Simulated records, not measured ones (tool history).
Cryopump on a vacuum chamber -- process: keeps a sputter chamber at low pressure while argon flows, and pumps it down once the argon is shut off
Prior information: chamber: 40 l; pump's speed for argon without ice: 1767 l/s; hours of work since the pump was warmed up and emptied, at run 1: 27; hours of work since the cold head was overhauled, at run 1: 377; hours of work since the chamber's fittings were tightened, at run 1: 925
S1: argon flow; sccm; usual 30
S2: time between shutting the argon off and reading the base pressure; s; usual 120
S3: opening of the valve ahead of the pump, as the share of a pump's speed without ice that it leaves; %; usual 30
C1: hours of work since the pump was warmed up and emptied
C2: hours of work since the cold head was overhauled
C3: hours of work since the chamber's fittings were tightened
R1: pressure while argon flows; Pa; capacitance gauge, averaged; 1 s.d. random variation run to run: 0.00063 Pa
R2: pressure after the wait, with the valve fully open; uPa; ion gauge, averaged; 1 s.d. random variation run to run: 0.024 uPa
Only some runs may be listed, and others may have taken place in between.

{"run": 1, "hour": 0.0, "S1": 30, "S2": 120, "S3": 30, "C1": 27, "C2": 377, "C3": 925, "R1": 0.0952, "R2": 1.19}
{"run": 2, "hour": 11.2, "S1": 30, "S2": 120, "S3": 30, "C1": 37, "C2": 387, "C3": 934, "R1": 0.0977, "R2": 1.2}
{"run": 3, "hour": 32.2, "S1": 30, "S2": 120, "S3": 30, "C1": 54, "C2": 404, "C3": 952, "R1": 0.0968, "R2": 1.17}
{"run": 4, "hour": 42.5, "S1": 30, "S2": 120, "S3": 30, "C1": 63, "C2": 413, "C3": 960, "R1": 0.0964, "R2": 1.22}
{"run": 5, "hour": 63.4, "S1": 30, "S2": 120, "S3": 30, "C1": 80, "C2": 430, "C3": 978, "R1": 0.0958, "R2": 1.18}
{"run": 6, "hour": 74.8, "S1": 30, "S2": 120, "S3": 30, "C1": 90, "C2": 440, "C3": 987, "R1": 0.0978, "R2": 1.21}
{"run": 7, "hour": 85.9, "S1": 30, "S2": 120, "S3": 30, "C1": 99, "C2": 449, "C3": 997, "R1": 0.0981, "R2": 1.18}
{"run": 8, "hour": 96.6, "S1": 30, "S2": 120, "S3": 30, "C1": 108, "C2": 458, "C3": 1006, "R1": 0.0986, "R2": 1.23}
{"run": 9, "hour": 108.4, "S1": 30, "S2": 120, "S3": 30, "C1": 118, "C2": 468, "C3": 1015, "R1": 0.0998, "R2": 1.27}
{"run": 10, "hour": 131.7, "S1": 30, "S2": 120, "S3": 30, "C1": 137, "C2": 487, "C3": 1035, "R1": 0.0981, "R2": 1.26}
{"run": 11, "hour": 154.3, "S1": 30, "S2": 120, "S3": 21, "C1": 156, "C2": 506, "C3": 1054, "R1": 0.1411, "R2": 1.21}
{"run": 12, "hour": 165.5, "S1": 30, "S2": 120, "S3": 21, "C1": 165, "C2": 515, "C3": 1063, "R1": 0.1403, "R2": 1.27}
{"run": 13, "hour": 182.0, "S1": 35, "S2": 218, "S3": 22, "C1": 179, "C2": 529, "C3": 1077, "R1": 0.1569, "R2": 0.99}
{"run": 14, "hour": 191.9, "S1": 33, "S2": 64, "S3": 20, "C1": 187, "C2": 537, "C3": 1085, "R1": 0.1617, "R2": 1.95}
{"run": 15, "hour": 208.6, "S1": 33, "S2": 87, "S3": 20, "C1": 201, "C2": 551, "C3": 1099, "R1": 0.1645, "R2": 1.54}
{"run": 16, "hour": 229.9, "S1": 51, "S2": 51, "S3": 41, "C1": 219, "C2": 569, "C3": 1116, "R1": 0.1285, "R2": 2.25}
{"run": 17, "hour": 246.5, "S1": 19, "S2": 92, "S3": 41, "C1": 233, "C2": 582, "C3": 1130, "R1": 0.0473, "R2": 1.61}
{"run": 18, "hour": 268.6, "S1": 19, "S2": 92, "S3": 41, "C1": 251, "C2": 601, "C3": 1149, "R1": 0.0488, "R2": 1.55}
{"run": 19, "hour": 288.5, "S1": 30, "S2": 29, "S3": 16, "C1": 268, "C2": 617, "C3": 1165, "R1": 0.1864, "R2": 3.43}
{"run": 20, "hour": 311.5, "S1": 30, "S2": 134, "S3": 15, "C1": 287, "C2": 637, "C3": 1184, "R1": 0.1997, "R2": 1.35}
{"run": 21, "hour": 333.9, "S1": 30, "S2": 134, "S3": 15, "C1": 305, "C2": 655, "C3": 1203, "R1": 0.1992, "R2": 1.36}
{"run": 22, "hour": 348.8, "S1": 30, "S2": 134, "S3": 15, "C1": 318, "C2": 668, "C3": 1215, "R1": 0.1989, "R2": 1.38}

For each run, the measured value with the value that run would have given without the tool's hidden condition subtracted. The run-to-run variation is shared by both, the gauge scatter possibly not:
What the log doesn't record here: pump's speed, % of a pump's without ice; cold plate's temperature, K; leak into the chamber, uPa l/s; drift of the gauge itself on working_pa, %; drift of the gauge itself on base_upa, %.
run=1 R1=+0.0008 R2=+0.35
run=2 R1=+0.001 R2=+0.35
run=3 R1=+0.0014 R2=+0.37
run=4 R1=+0.0016 R2=+0.38
run=5 R1=+0.002 R2=+0.38
run=6 R1=+0.0022 R2=+0.4
run=7 R1=+0.0025 R2=+0.39
run=8 R1=+0.0027 R2=+0.4
run=9 R1=+0.003 R2=+0.42
run=10 R1=+0.0035 R2=+0.43
run=11 R1=+0.004 R2=+0.43
run=12 R1=+0.0042 R2=+0.46
run=13 R1=+0.0054 R2=+0.46
run=14 R1=+0.0054 R2=+0.47
run=15 R1=+0.0058 R2=+0.48
run=16 R1=+0.0099 R2=+0.51
run=17 R1=+0.004 R2=+0.52
run=18 R1=+0.0044 R2=+0.53
run=19 R1=+0.0074 R2=+0.55
run=20 R1=+0.0081 R2=+0.58
run=21 R1=+0.0088 R2=+0.6
run=22 R1=+0.0093 R2=+0.62

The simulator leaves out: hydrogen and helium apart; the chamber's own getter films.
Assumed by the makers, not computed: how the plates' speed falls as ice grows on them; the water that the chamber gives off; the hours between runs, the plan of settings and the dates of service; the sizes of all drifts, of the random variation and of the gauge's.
